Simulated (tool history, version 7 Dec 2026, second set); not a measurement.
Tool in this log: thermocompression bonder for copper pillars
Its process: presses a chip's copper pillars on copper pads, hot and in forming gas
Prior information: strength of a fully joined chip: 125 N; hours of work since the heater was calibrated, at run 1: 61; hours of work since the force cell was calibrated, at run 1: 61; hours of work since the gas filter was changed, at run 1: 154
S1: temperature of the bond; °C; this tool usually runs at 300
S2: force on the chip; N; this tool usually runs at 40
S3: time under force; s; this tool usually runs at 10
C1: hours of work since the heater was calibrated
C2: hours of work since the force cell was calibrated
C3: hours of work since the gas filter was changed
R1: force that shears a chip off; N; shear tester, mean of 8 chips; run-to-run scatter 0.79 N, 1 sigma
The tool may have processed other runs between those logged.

{"run": 1, "hour": 0.0, "S1": 300, "S2": 40, "S3": 10, "C1": 61, "C2": 61, "C3": 154, "R1": 74.3}
{"run": 2, "hour": 21.2, "S1": 300, "S2": 40, "S3": 10, "C1": 76, "C2": 76, "C3": 168, "R1": 73.6}
{"run": 3, "hour": 47.2, "S1": 300, "S2": 40, "S3": 5, "C1": 94, "C2": 94, "C3": 186, "R1": 58.6}
{"run": 4, "hour": 74.3, "S1": 300, "S2": 26, "S3": 10, "C1": 112, "C2": 112, "C3": 205, "R1": 48.9}
{"run": 5, "hour": 89.0, "S1": 300, "S2": 26, "S3": 10, "C1": 122, "C2": 122, "C3": 215, "R1": 48.2}
{"run": 6, "hour": 103.8, "S1": 300, "S2": 28, "S3": 10, "C1": 133, "C2": 133, "C3": 225, "R1": 52.5}
{"run": 7, "hour": 122.4, "S1": 300, "S2": 28, "S3": 10, "C1": 145, "C2": 145, "C3": 238, "R1": 52.3}
{"run": 8, "hour": 144.8, "S1": 328, "S2": 54, "S3": 30, "C1": 161, "C2": 161, "C3": 253, "R1": 119}
{"run": 9, "hour": 176.6, "S1": 328, "S2": 54, "S3": 30, "C1": 183, "C2": 183, "C3": 275, "R1": 119.8}
{"run": 10, "hour": 199.0, "S1": 328, "S2": 54, "S3": 30, "C1": 198, "C2": 198, "C3": 291, "R1": 119.1}
{"hour": 223.1, "done": "forming gas filter changed"}
{"run": 11, "hour": 225.0, "S1": 328, "S2": 54, "S3": 30, "C1": 215, "C2": 215, "C3": 1, "R1": 122.5}
{"run": 12, "hour": 257.7, "S1": 328, "S2": 41, "S3": 30, "C1": 238, "C2": 238, "C3": 24, "R1": 113.3}
{"run": 13, "hour": 291.2, "S1": 328, "S2": 41, "S3": 19, "C1": 261, "C2": 261, "C3": 47, "R1": 108.2}
{"run": 14, "hour": 316.9, "S1": 328, "S2": 41, "S3": 19, "C1": 279, "C2": 279, "C3": 64, "R1": 106.7}

Predict each of these 4 candidate next runs independently; none follows another, all start after run 14:
{"run": "A", "hour": 345.6, "S1": 288, "S2": 30, "S3": 10, "C1": 298, "C2": 298, "C3": 84, "R1": "?"}
{"run": "B", "hour": 345.6, "S1": 288, "S2": 41, "S3": 10, "C1": 298, "C2": 298, "C3": 84, "R1": "?"}
{"run": "C", "hour": 345.6, "S1": 300, "S2": 28, "S3": 10, "C1": 298, "C2": 298, "C3": 84, "R1": "?"}
{"run": "D", "hour": 345.6, "S1": 281, "S2": 26, "S3": 29, "C1": 298, "C2": 298, "C3": 84, "R1": "?"}

run=A R1=48.4
run=B R1=65.6
run=C R1=52.9
run=D R1=57.1
Stripped of hidden state, with their random variation kept, the same runs would have yielded:
run=A R1=48.4
run=B R1=65.6
run=C R1=52.9
run=D R1=57.1
